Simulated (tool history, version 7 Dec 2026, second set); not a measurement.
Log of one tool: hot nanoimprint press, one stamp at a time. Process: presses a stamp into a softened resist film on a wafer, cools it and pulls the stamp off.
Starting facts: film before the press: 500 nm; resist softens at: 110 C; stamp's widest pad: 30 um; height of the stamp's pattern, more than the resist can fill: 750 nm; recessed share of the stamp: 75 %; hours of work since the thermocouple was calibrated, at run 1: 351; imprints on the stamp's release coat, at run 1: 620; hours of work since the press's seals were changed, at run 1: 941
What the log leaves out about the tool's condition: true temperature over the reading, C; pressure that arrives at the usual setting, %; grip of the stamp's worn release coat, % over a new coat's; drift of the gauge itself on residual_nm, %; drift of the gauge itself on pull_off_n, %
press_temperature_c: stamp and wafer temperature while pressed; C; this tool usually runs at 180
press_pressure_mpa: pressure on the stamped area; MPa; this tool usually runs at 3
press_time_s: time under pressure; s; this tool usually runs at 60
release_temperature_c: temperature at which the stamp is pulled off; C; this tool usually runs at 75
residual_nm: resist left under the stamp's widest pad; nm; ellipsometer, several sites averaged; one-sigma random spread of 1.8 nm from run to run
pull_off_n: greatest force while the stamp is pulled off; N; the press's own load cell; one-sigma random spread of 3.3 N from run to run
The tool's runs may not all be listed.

| run | hour | press_temperature_c | press_pressure_mpa | press_time_s | release_temperature_c | hours of work since the thermocouple was calibrated | imprints on the stamp's release coat | hours of work since the press's seals were changed | residual_nm | pull_off_n |
|---|---|---|---|---|---|---|---|---|---|---|
| 1 | 0 | 180 | 3 | 60 | 75 | 351 | 620 | 941 | 309.4 | 176 |
|  | 52.1 | plate thermocouple calibrated |
| 2 | 64.4 | 180 | 3 | 60 | 75 | 5 | 803 | 966 | 291.5 | 177 |
|  | 100 | press's hydraulic seals changed and the load cell set to zero |
| 3 | 112.7 | 180 | 3 | 60 | 77 | 21 | 923 | 5 | 289.1 | 179 |
| 4 | 149.2 | 180 | 3 | 60 | 77 | 36 | 1031 | 20 | 287.8 | 179 |
| 5 | 199 | 180 | 3 | 60 | 63 | 57 | 1179 | 40 | 289.2 | 199 |
|  | 217 | stamp cleaned and given a new release coat |
| 6 | 248.1 | 180 | 3 | 60 | 63 | 74 | 92 | 58 | 291.8 | 167 |
| 7 | 303.1 | 180 | 3 | 60 | 75 | 97 | 255 | 80 | 294.7 | 166 |
| 8 | 359.3 | 180 | 3 | 60 | 75 | 119 | 423 | 103 | 295 | 165 |
| 9 | 433.9 | 180 | 3 | 60 | 75 | 150 | 644 | 134 | 296.4 | 172 |
| 10 | 511.8 | 180 | 3 | 60 | 75 | 182 | 876 | 165 | 298.5 | 179 |
| 11 | 584.9 | 182 | 1.91 | 50 | 65 | 211 | 1093 | 195 | 349.7 | 199 |
|  | 630.8 | stamp cleaned and given a new release coat |
| 12 | 656.7 | 180 | 4.77 | 34 | 60 | 238 | 77 | 222 | 291.5 | 170 |
| 13 | 713.6 | 191 | 2.51 | 41 | 63 | 261 | 246 | 245 | 230.4 | 168 |
| 14 | 780 | 191 | 2.51 | 41 | 63 | 289 | 444 | 272 | 231.2 | 179 |
| 15 | 814.6 | 191 | 2.1 | 41 | 79 | 303 | 546 | 286 | 254.2 | 159 |
| 16 | 863.7 | 191 | 2.1 | 41 | 79 | 323 | 692 | 306 | 256.2 | 166 |
| 17 | 939.1 | 191 | 2.07 | 85 | 79 | 353 | 917 | 337 | 203.1 | 184 |
|  | 986.5 | plate thermocouple calibrated |
| 18 | 1010.7 | 180 | 3.14 | 38 | 71 | 10 | 1120 | 365 | 318.4 | 196 |
|  | 1046 | stamp cleaned and given a new release coat |
| 19 | 1063.4 | 180 | 3.14 | 38 | 71 | 29 | 51 | 384 | 321.3 | 157 |
| 20 | 1133.4 | 174 | 3.23 | 65 | 75 | 57 | 260 | 413 | 353.2 | 162 |

Below are 5 alternative next runs, each starting from the tool's condition after run 20. Predict each:
| A | 1179.7 | 180 | 3 | 44 | 75 | 76 | 397 | 432 | ? | ? |
| B | 1179.7 | 178 | 3.87 | 65 | 75 | 76 | 397 | 432 | ? | ? |
| C | 1179.7 | 174 | 2.03 | 65 | 75 | 76 | 397 | 432 | ? | ? |
| D | 1179.7 | 186 | 3 | 60 | 75 | 76 | 397 | 432 | ? | ? |
| E | 1179.7 | 174 | 4.13 | 65 | 71 | 76 | 397 | 432 | ? | ? |

| run | residual_nm | pull_off_n |
|---|---|---|
| A | 322.6 | 171 |
| B | 281.5 | 164 |
| C | 405.4 | 175 |
| D | 223.1 | 163 |
| E | 324.8 | 173 |
Without the tool's hidden state the same runs would have given:
| run | residual_nm | pull_off_n |
|---|---|---|
| A | 314.7 | 160 |
| B | 272.9 | 154 |
| C | 399.4 | 164 |
| D | 216.5 | 153 |
| E | 315.6 | 162 |
